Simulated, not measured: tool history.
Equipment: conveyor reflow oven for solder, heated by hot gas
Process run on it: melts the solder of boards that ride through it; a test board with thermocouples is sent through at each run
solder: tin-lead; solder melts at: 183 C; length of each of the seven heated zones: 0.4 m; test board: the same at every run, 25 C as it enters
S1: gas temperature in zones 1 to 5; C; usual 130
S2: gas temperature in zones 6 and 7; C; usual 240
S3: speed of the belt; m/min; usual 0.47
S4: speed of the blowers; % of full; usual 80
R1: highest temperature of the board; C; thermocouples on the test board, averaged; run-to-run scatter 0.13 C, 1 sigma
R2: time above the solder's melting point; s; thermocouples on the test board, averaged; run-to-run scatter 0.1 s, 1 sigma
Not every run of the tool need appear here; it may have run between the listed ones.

run,hour,S1,S2,S3,S4,R1,R2
1,0,130,240,0.47,80,230.1,86.1
2,49,130,240,0.47,80,229.8,86.1
3,81.5,123,240,0.47,80,229.2,82.9
4,107.7,123,240,0.47,80,229,83
5,140.7,130,240,0.47,57,223.6,79.9
6,179.6,130,240,0.47,57,223.5,80
7,223.4,130,240,0.47,89,231.6,87.7
8,255.7,130,241,0.47,80,230.8,86.9
9,293.8,130,251,0.47,80,240,92.7
10,347,117,240,0.47,80,228,80.2
11,375.7,130,240,0.47,80,229.9,86
# hour 387.5: belt drive overhauled, speed set with a stopwatch
12,406,130,240,0.47,80,229.4,84.9
13,445.1,130,240,0.47,80,229.6,85
14,481.6,129,240,0.506,80,227.1,76.3
# hour 502.8: flux residue cleaned out of gas plates and filters
15,534,130,245,0.403,79,239,106.9
16,569.8,130,245,0.478,79,234.7,86.9
17,600.6,122,248,0.47,80,237.1,87.3
18,633.6,115,239,0.47,80,228,78.8
19,687.5,115,239,0.47,57,220.5,70.8
20,732.2,127,236,0.544,83,222.8,66.9
21,776.1,127,231,0.517,55,211.2,57.8
22,809,130,240,0.407,64,230.8,99.8
23,843.1,137,240,0.47,80,231.3,89.2
24,865.8,137,240,0.47,80,231.6,89.3
# hour 876.6: thermocouples of zones 6 and 7 changed
25,903,137,234,0.446,80,224.1,88.7

Same runs, no hidden state in the tool, same run-to-run variation:
Hidden state present: heat that the gas passes to the board, % of a clean oven's; belt's true speed, % of the reading; true gas temperature in zones 6 and 7 over the reading, C; drift of the gauge itself on peak_c, C; drift of the gauge itself on liquid_s, %.
run,R1,R2
1,228.6,84.4
2,228.3,84.5
3,227.8,81.3
4,227.6,81.4
5,222.1,77.9
6,222,78
7,230.2,86.1
8,229.4,85.3
9,238.6,91.1
10,226.7,78.7
11,228.5,84.4
12,228.4,84.5
13,228.6,84.6
14,226.3,76
15,236.6,105.6
16,232.4,85.6
17,234.9,86
18,225.7,77.2
19,218.3,68.7
20,220.8,65.5
21,209.1,55.5
22,228.3,98
23,229.1,87.7
24,229.3,87.8
25,224.9,89.4
